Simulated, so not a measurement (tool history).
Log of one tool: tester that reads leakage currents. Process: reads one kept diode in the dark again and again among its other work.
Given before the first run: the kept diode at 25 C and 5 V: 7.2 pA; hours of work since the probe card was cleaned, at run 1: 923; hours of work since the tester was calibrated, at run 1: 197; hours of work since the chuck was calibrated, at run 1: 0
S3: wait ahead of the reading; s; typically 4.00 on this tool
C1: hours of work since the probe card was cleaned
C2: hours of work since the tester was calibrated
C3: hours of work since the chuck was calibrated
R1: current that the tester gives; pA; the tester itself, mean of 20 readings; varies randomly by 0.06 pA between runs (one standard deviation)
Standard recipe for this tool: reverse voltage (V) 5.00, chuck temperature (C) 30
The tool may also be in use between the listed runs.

{"run": 1, "hour": 0.0, "reverse voltage (V)": 5.0, "chuck temperature (C)": 30, "S3": 4.0, "C1": 923, "C2": 197, "C3": 0, "R1": 13.2}
{"run": 2, "hour": 91.4, "reverse voltage (V)": 5.0, "chuck temperature (C)": 30, "S3": 4.0, "C1": 980, "C2": 255, "C3": 58, "R1": 13.41}
{"run": 3, "hour": 212.9, "reverse voltage (V)": 5.0, "chuck temperature (C)": 30, "S3": 4.0, "C1": 1057, "C2": 332, "C3": 135, "R1": 13.67}
{"run": 4, "hour": 338.7, "reverse voltage (V)": 5.0, "chuck temperature (C)": 30, "S3": 4.0, "C1": 1137, "C2": 412, "C3": 215, "R1": 13.9}
{"run": 5, "hour": 446.5, "reverse voltage (V)": 5.0, "chuck temperature (C)": 30, "S3": 4.0, "C1": 1206, "C2": 480, "C3": 283, "R1": 14.2}
{"run": 6, "hour": 514.9, "reverse voltage (V)": 5.0, "chuck temperature (C)": 30, "S3": 4.0, "C1": 1249, "C2": 523, "C3": 326, "R1": 14.44}
{"run": 7, "hour": 663.7, "reverse voltage (V)": 5.0, "chuck temperature (C)": 55, "S3": 4.0, "C1": 1343, "C2": 618, "C3": 421, "R1": 77.31}
{"run": 8, "hour": 806.7, "reverse voltage (V)": 5.0, "chuck temperature (C)": 55, "S3": 4.0, "C1": 1434, "C2": 708, "C3": 511, "R1": 78.48}
{"run": 9, "hour": 886.3, "reverse voltage (V)": 5.0, "chuck temperature (C)": 30, "S3": 0.69, "C1": 1484, "C2": 759, "C3": 562, "R1": 16.34}
{"hour": 905.2, "done": "probe card cleaned and baked"}
{"run": 10, "hour": 1038.0, "reverse voltage (V)": 5.0, "chuck temperature (C)": 24, "S3": 4.0, "C1": 84, "C2": 853, "C3": 656, "R1": 11.36}
{"run": 11, "hour": 1174.5, "reverse voltage (V)": 5.0, "chuck temperature (C)": 24, "S3": 4.0, "C1": 171, "C2": 939, "C3": 742, "R1": 11.55}
{"run": 12, "hour": 1343.0, "reverse voltage (V)": 5.78, "chuck temperature (C)": 32, "S3": 6.38, "C1": 277, "C2": 1046, "C3": 849, "R1": 20.75}
{"run": 13, "hour": 1496.0, "reverse voltage (V)": 5.78, "chuck temperature (C)": 54, "S3": 6.38, "C1": 374, "C2": 1143, "C3": 946, "R1": 85.37}

Alternative continuations, all from the tool just after run 13; predict every row:
{"run": "A", "hour": 1662.7, "reverse voltage (V)": 5.78, "chuck temperature (C)": 54, "S3": 1.45, "C1": 480, "C2": 1249, "C3": 1052, "R1": "?"}
{"run": "B", "hour": 1662.7, "reverse voltage (V)": 4.89, "chuck temperature (C)": 54, "S3": 0.53, "C1": 480, "C2": 1249, "C3": 1052, "R1": "?"}
{"run": "C", "hour": 1662.7, "reverse voltage (V)": 13.35, "chuck temperature (C)": 29, "S3": 0.92, "C1": 480, "C2": 1249, "C3": 1052, "R1": "?"}

run=A R1=86.87
run=B R1=79.81
run=C R1=35.35
With the hidden condition removed and each run's random variation left untouched, the same runs would have given:
run=A R1=71.90
run=B R1=66.51
run=C R1=20.18

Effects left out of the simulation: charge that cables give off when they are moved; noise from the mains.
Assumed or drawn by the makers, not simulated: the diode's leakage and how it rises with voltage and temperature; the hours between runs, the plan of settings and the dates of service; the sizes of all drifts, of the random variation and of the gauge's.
